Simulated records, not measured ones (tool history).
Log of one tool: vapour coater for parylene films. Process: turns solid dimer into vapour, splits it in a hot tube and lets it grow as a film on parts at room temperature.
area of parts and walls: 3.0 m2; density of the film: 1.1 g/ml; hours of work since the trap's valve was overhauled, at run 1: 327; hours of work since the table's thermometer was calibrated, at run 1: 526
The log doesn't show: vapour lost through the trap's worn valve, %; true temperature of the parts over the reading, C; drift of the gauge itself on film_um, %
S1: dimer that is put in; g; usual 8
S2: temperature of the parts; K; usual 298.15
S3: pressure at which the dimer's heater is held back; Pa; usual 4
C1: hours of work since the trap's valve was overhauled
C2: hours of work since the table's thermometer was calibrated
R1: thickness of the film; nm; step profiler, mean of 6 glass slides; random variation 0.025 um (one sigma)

Run 1, hour 0: usual settings; C1 327; C2 526. Result: R1 1820 nm.
Run 2, hour 23: usual settings; C1 344; C2 543. Result: R1 1810 nm.
Run 3, hour 37.3: usual settings; C1 354; C2 554. Result: R1 1750 nm.
Run 4, hour 58.3: usual settings but S1 4 g; C1 370; C2 569. Result: R1 880 nm.
Run 5, hour 74.4: usual settings but S3 2.19 Pa; C1 382; C2 581. Result: R1 2070 nm.
Run 6, hour 97.8: usual settings but S1 5 g; C1 399; C2 599. Result: R1 1140 nm.
Run 7, hour 117.1: usual settings; C1 414; C2 613. Result: R1 1810 nm.
Run 8, hour 131.7: usual settings; C1 425; C2 624. Result: R1 1760 nm.
Run 9, hour 149.7: usual settings; C1 438; C2 637. Result: R1 1790 nm.
Run 10, hour 164.1: usual settings; C1 449; C2 648. Result: R1 1760 nm.
Run 11, hour 174.7: usual settings but S3 2.44 Pa; C1 457; C2 656. Result: R1 2010 nm.
Run 12, hour 186.3: usual settings but S3 11.04 Pa; C1 465; C2 665. Result: R1 1410 nm.
Run 13, hour 208.1: usual settings but S2 301.15 K; C1 482; C2 681. Result: R1 1620 nm.
Run 14, hour 219.4: usual settings but S2 301.15 K; C1 490; C2 689. Result: R1 1600 nm.
Run 15, hour 237.8: usual settings; C1 504; C2 703. Result: R1 1780 nm.
At hour 253.4: trap's valve overhauled.
Run 16, hour 266.8: usual settings; C1 10; C2 722. Result: R1 1790 nm.
Run 17, hour 278.9: usual settings; C1 19; C2 731. Result: R1 1820 nm.
Run 18, hour 301.9: usual settings; C1 36; C2 748. Result: R1 1790 nm.
Run 19, hour 322.1: usual settings; C1 51; C2 763. Result: R1 1770 nm.
Run 20, hour 340.4: usual settings; C1 65; C2 777. Result: R1 1800 nm.
Run 21, hour 361.1: usual settings; C1 80; C2 792. Result: R1 1750 nm.
Run 22, hour 376.4: usual settings; C1 92; C2 803. Result: R1 1810 nm.
Run 23, hour 401.6: usual settings; C1 111; C2 822. Result: R1 1800 nm.
Run 24, hour 416.7: usual settings; C1 122; C2 833. Result: R1 1840 nm.
Run 25, hour 429.8: usual settings but S2 309.15 K, S3 4.69 Pa; C1 132; C2 843. Result: R1 1130 nm.
Run 26, hour 444: usual settings but S1 7 g, S2 309.15 K, S3 11.29 Pa; C1 142; C2 854. Result: R1 810 nm.
At hour 451.9: table's thermometer calibrated.
Run 27, hour 463: usual settings but S1 7 g, S2 309.15 K, S3 11.29 Pa; C1 156; C2 8. Result: R1 810 nm.
Run 28, hour 487.8: usual settings but S2 309.15 K, S3 7.5 Pa; C1 174; C2 27. Result: R1 1000 nm.
Run 29, hour 502.7: usual settings but S2 309.15 K, S3 7.5 Pa; C1 185; C2 38. Result: R1 960 nm.
Run 30, hour 517.4: usual settings but S1 13 g, S2 304.15 K, S3 5.41 Pa; C1 196; C2 49. Result: R1 2160 nm.
Run 31, hour 542.6: usual settings but S1 13 g, S2 304.15 K, S3 4.58 Pa; C1 215; C2 68. Result: R1 2170 nm.
Run 32, hour 560.8: usual settings but S2 293.15 K, S3 2.1 Pa; C1 228; C2 81. Result: R1 2400 nm.
Run 33, hour 577.4: usual settings but S2 292.15 K, S3 7.92 Pa; C1 241; C2 94. Result: R1 1910 nm.
Run 34, hour 587.7: usual settings but S1 4 g, S2 303.15 K, S3 2.71 Pa; C1 248; C2 101. Result: R1 810 nm.
Run 35, hour 599.2: usual settings but S1 5 g, S2 296.15 K, S3 4.47 Pa; C1 257; C2 110. Result: R1 1140 nm.
Run 36, hour 613.3: usual settings but S1 5 g, S2 292.15 K, S3 2.36 Pa; C1 268; C2 120. Result: R1 1480 nm.
Run 37, hour 624.7: usual settings but S2 295.15 K, S3 4.9 Pa; C1 276; C2 129. Result: R1 1920 nm.
Run 38, hour 639.7: usual settings but S1 6 g, S3 8.16 Pa; C1 287; C2 140. Result: R1 1100 nm.
Run 39, hour 658: usual settings but S1 10 g, S3 2.14 Pa; C1 301; C2 154. Result: R1 2640 nm.
Run 40, hour 670.8: usual settings but S1 10 g, S3 2.14 Pa; C1 310; C2 163. Result: R1 2660 nm.
Run 41, hour 681.5: usual settings but S1 10 g, S3 2.14 Pa; C1 318; C2 171. Result: R1 2600 nm.
Run 42, hour 703.8: usual settings but S1 9 g, S2 308.15 K, S3 3.24 Pa; C1 335; C2 188. Result: R1 1410 nm.
Run 43, hour 717.2: usual settings but S1 12 g, S2 306.15 K, S3 3.48 Pa; C1 345; C2 198. Result: R1 2110 nm.
Run 44, hour 742.2: usual settings but S1 13 g, S2 297.15 K, S3 3.48 Pa; C1 364; C2 216. Result: R1 3080 nm.
Run 45, hour 754.2: usual settings but S1 13 g, S2 297.15 K, S3 3.48 Pa; C1 373; C2 225. Result: R1 3140 nm.
Run 46, hour 772.4: usual settings but S1 4 g, S2 305.15 K, S3 3.41 Pa; C1 386; C2 239. Result: R1 680 nm.
Run 47, hour 783.9: usual settings but S1 6 g, S3 10.68 Pa; C1 395; C2 248. Result: R1 1060 nm.
Run 48, hour 805.2: usual settings but S2 295.15 K; C1 411; C2 263. Result: R1 2020 nm.

Hidden state at the last listed run before each entry between runs and at the first one after, where it differs:
Between runs 15 and 16: trap's valve overhauled (hour 253.4)
  vapour lost through the trap's worn valve, %: 0.4 -> 0
Between runs 26 and 27: table's thermometer calibrated (hour 451.9)
  true temperature of the parts over the reading, C: 0.02 -> 0
